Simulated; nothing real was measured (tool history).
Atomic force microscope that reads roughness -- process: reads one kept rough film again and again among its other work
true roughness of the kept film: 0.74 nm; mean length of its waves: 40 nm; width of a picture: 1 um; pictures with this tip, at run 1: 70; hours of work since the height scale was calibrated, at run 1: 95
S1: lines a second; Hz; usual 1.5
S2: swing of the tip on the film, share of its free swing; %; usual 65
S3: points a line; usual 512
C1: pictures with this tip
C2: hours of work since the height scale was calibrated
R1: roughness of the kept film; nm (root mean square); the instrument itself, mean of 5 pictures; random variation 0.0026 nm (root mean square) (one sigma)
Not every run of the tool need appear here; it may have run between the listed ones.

run   hour    S1  S2   S3   C1   C2     R1
  1      0   1.5  65  512   70   95  0.697
  2   46.5   1.5  65  512  107  118  0.689
  3     89   1.5  65  512  140  139  0.682
  4  112.8   1.5  65  512  158  150  0.676
     117.8  -- new tip fitted
  5  138.8   1.5  73  512   16  163  0.692
  6  189.2   1.5  73  512   56  188  0.685
  7  230.9   1.5  73  512   88  208  0.681
  8  254.2   1.9  65  512  107  220   0.68
  9    278   1.5  70  620  125  231  0.679
 10  306.5   1.5  70  620  147  245  0.671
     325.1  -- new tip fitted
 11  337.7  0.51  82  256   10  260  0.707
 12  380.3  0.51  81  728   43  281  0.701
 13  409.3  0.51  81  442   66  295  0.693
 14  447.4  0.51  81  442   96  314  0.684

Branching from run 14: 3 alternative next runs. What would each branch give?
  A  477.9  0.51  87  354  120  329   ?
  B  477.9  1.22  65  258  120  329   ?
  C  477.9  0.89  65  512  120  329   ?

run     R1
  A  0.678
  B  0.678
  C  0.695
Take away the tool's hidden state, keep each run's random variation, and the runs would have read:
run     R1
  A  0.705
  B  0.705
  C  0.723
